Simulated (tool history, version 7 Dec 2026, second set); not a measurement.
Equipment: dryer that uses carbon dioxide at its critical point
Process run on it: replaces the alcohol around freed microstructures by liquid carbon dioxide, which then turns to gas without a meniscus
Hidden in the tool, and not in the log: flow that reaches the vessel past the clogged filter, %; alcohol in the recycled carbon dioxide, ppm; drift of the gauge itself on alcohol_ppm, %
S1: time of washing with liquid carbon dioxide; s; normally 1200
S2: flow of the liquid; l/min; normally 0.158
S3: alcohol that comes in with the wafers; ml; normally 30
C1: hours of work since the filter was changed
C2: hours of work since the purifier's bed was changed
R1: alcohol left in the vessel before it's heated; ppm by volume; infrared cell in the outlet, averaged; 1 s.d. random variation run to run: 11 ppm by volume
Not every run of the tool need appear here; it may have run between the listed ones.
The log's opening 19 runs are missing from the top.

| run | day | S1 | S2 | S3 | C1 | C2 | R1 |
|---|---|---|---|---|---|---|---|
| 20 | 5.112 | 1740 | 0.203 | 116 | 167 | 108 | 82 |
| 21 | 5.425 | 1140 | 0.2 | 41 | 173 | 114 | 394 |
| 22 | 5.579 | 1140 | 0.158 | 41 | 175 | 117 | 1266 |
| 23 | 5.942 | 1200 | 0.158 | 22 | 182 | 123 | 563 |
| 24 | 6.125 | 1500 | 0.158 | 22 | 185 | 127 | 212 |
| 25 | 6.446 | 1680 | 0.102 | 43 | 191 | 133 | 1868 |
| 26 | 6.808 | 1680 | 0.102 | 43 | 198 | 139 | 1835 |
| 27 | 7 | 720 | 0.158 | 60 | 202 | 143 | 8733 |
| 28 | 7.346 | 720 | 0.158 | 60 | 208 | 149 | 8653 |
| 29 | 7.725 | 1200 | 0.214 | 115 | 215 | 156 | 577 |
| 30 | 8.046 | 840 | 0.158 | 41 | 221 | 162 | 3898 |
| 31 | 8.367 | 1260 | 0.158 | 20 | 227 | 168 | 448 |
| 32 | 8.738 | 1260 | 0.158 | 39 | 234 | 175 | 848 |
| 33 | 9.042 | 900 | 0.095 | 21 | 239 | 180 | 6150 |

Predict each of these 5 candidate next runs independently; none follows another, all start after run 33:
| A | 9.308 | 1140 | 0.25 | 67 | 244 | 185 | ? |
| B | 9.308 | 900 | 0.095 | 104 | 244 | 185 | ? |
| C | 9.308 | 1380 | 0.097 | 20 | 244 | 185 | ? |
| D | 9.308 | 720 | 0.095 | 21 | 244 | 185 | ? |
| E | 9.308 | 1140 | 0.095 | 21 | 244 | 185 | ? |

| run | R1 |
|---|---|
| A | 209 |
| B | 31451 |
| C | 2097 |
| D | 9115 |
| E | 3755 |
Stripped of hidden state, with their random variation kept, the same runs would have yielded:
| run | R1 |
|---|---|
| A | 125 |
| B | 28932 |
| C | 1804 |
| D | 8495 |
| E | 3346 |
